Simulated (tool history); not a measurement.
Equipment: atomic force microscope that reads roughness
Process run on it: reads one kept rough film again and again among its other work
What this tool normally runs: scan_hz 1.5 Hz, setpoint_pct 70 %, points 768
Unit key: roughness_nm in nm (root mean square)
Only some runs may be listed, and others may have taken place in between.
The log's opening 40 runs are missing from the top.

run	hour	scan_hz	setpoint_pct	points	pictures with this tip	hours of work since the height scale was calibrated	roughness_nm
41	2006.8	2.57	63	708	37	1333	1.702
42	2037.9	3.82	70	435	67	1349	1.318
# hour 2070.3: new tip fitted
# hour 2083: height scale calibrated on a step standard
43	2105.8	2.7	80	435	34	12	1.629
44	2151.7	0.68	80	444	79	35	1.454
# hour 2169.6: new tip fitted
45	2194.7	0.68	80	444	25	57	1.92
46	2243.3	0.76	80	731	73	82	1.477
# hour 2272: new tip fitted
47	2286	0.89	72	699	14	103	2.115
48	2338	1.41	77	430	65	130	1.486
# hour 2369.6: new tip fitted
49	2387.8	1.46	76	847	17	155	1.949
50	2443.8	1.46	76	847	73	183	1.426

Here are 4 independent what-if runs from the current tool condition. What would each one return?
# hour 2471.1: new tip fitted
A	2505	1.1	69	947	34	214	?
# hour 2471.1: new tip fitted
B	2505	1.46	76	436	34	214	?
# hour 2471.1: new tip fitted
C	2505	1.46	62	819	34	214	?
# hour 2471.1: new tip fitted
D	2505	0.86	67	673	34	214	?

run	roughness_nm
A	1.859
B	1.75
C	1.863
D	1.874
Stripped of hidden state, with their random variation kept, the same runs would have yielded:
run	roughness_nm
A	2.385
B	2.244
C	2.39
D	2.404
